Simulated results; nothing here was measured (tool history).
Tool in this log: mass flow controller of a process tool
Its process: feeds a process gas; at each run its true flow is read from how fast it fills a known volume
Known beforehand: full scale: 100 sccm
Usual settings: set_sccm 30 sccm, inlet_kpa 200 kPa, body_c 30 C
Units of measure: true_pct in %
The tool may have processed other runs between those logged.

{"run": 1, "hour": 0.0, "set_sccm": 30, "inlet_kpa": 200, "body_c": 30, "true_pct": 99.31}
{"run": 2, "hour": 100.0, "set_sccm": 30, "inlet_kpa": 200, "body_c": 30, "true_pct": 99.38}
{"run": 3, "hour": 179.2, "set_sccm": 30, "inlet_kpa": 200, "body_c": 30, "true_pct": 99.54}
{"run": 4, "hour": 244.9, "set_sccm": 30, "inlet_kpa": 200, "body_c": 30, "true_pct": 99.35}
{"run": 5, "hour": 321.1, "set_sccm": 30, "inlet_kpa": 200, "body_c": 30, "true_pct": 99.43}
{"run": 6, "hour": 404.1, "set_sccm": 30, "inlet_kpa": 200, "body_c": 30, "true_pct": 99.63}
{"run": 7, "hour": 446.0, "set_sccm": 30, "inlet_kpa": 200, "body_c": 30, "true_pct": 99.51}
{"run": 8, "hour": 547.8, "set_sccm": 30, "inlet_kpa": 200, "body_c": 36, "true_pct": 99.96}
{"run": 9, "hour": 649.5, "set_sccm": 30, "inlet_kpa": 200, "body_c": 36, "true_pct": 100.11}
{"run": 10, "hour": 718.5, "set_sccm": 30, "inlet_kpa": 200, "body_c": 30, "true_pct": 99.66}
{"run": 11, "hour": 805.4, "set_sccm": 30, "inlet_kpa": 233, "body_c": 30, "true_pct": 99.8}
{"run": 12, "hour": 878.4, "set_sccm": 30, "inlet_kpa": 233, "body_c": 30, "true_pct": 99.84}
{"run": 13, "hour": 951.8, "set_sccm": 30, "inlet_kpa": 200, "body_c": 30, "true_pct": 99.61}
{"run": 14, "hour": 1029.6, "set_sccm": 30, "inlet_kpa": 200, "body_c": 30, "true_pct": 99.64}
{"run": 15, "hour": 1123.1, "set_sccm": 30, "inlet_kpa": 200, "body_c": 29, "true_pct": 99.66}
{"run": 16, "hour": 1227.2, "set_sccm": 56, "inlet_kpa": 206, "body_c": 30, "true_pct": 99.57}
{"run": 17, "hour": 1283.1, "set_sccm": 66, "inlet_kpa": 221, "body_c": 34, "true_pct": 100.31}
{"run": 18, "hour": 1386.5, "set_sccm": 66, "inlet_kpa": 193, "body_c": 34, "true_pct": 100.06}
{"run": 19, "hour": 1454.9, "set_sccm": 26, "inlet_kpa": 159, "body_c": 34, "true_pct": 99.94}
{"run": 20, "hour": 1547.8, "set_sccm": 26, "inlet_kpa": 159, "body_c": 34, "true_pct": 100.09}
{"run": 21, "hour": 1628.3, "set_sccm": 40, "inlet_kpa": 140, "body_c": 23, "true_pct": 98.73}
{"run": 22, "hour": 1709.9, "set_sccm": 92, "inlet_kpa": 258, "body_c": 23, "true_pct": 100.44}
{"run": 23, "hour": 1798.1, "set_sccm": 21, "inlet_kpa": 200, "body_c": 36, "true_pct": 100.95}
{"run": 24, "hour": 1861.2, "set_sccm": 95, "inlet_kpa": 262, "body_c": 27, "true_pct": 100.77}
{"run": 25, "hour": 1960.7, "set_sccm": 95, "inlet_kpa": 262, "body_c": 27, "true_pct": 100.75}
{"run": 26, "hour": 2021.8, "set_sccm": 11, "inlet_kpa": 257, "body_c": 33, "true_pct": 104.12}
{"run": 27, "hour": 2074.7, "set_sccm": 11, "inlet_kpa": 257, "body_c": 33, "true_pct": 104.11}
{"run": 28, "hour": 2177.8, "set_sccm": 11, "inlet_kpa": 257, "body_c": 33, "true_pct": 104.25}
{"run": 29, "hour": 2258.7, "set_sccm": 11, "inlet_kpa": 162, "body_c": 33, "true_pct": 103.54}

Below are 4 alternative next runs, each starting from the tool's condition after run 29. Predict each:
{"run": "A", "hour": 2333.6, "set_sccm": 12, "inlet_kpa": 266, "body_c": 31, "true_pct": "?"}
{"run": "B", "hour": 2333.6, "set_sccm": 17, "inlet_kpa": 210, "body_c": 23, "true_pct": "?"}
{"run": "C", "hour": 2333.6, "set_sccm": 42, "inlet_kpa": 272, "body_c": 34, "true_pct": "?"}
{"run": "D", "hour": 2333.6, "set_sccm": 31, "inlet_kpa": 200, "body_c": 30, "true_pct": "?"}

run=A true_pct=103.87
run=B true_pct=101.28
run=C true_pct=100.58
run=D true_pct=100.1
The same runs, with their run-to-run variation unchanged, on a tool lacking any hidden condition would have given:
run=A true_pct=98.08
run=B true_pct=97.32
run=C true_pct=99.23
run=D true_pct=98.12

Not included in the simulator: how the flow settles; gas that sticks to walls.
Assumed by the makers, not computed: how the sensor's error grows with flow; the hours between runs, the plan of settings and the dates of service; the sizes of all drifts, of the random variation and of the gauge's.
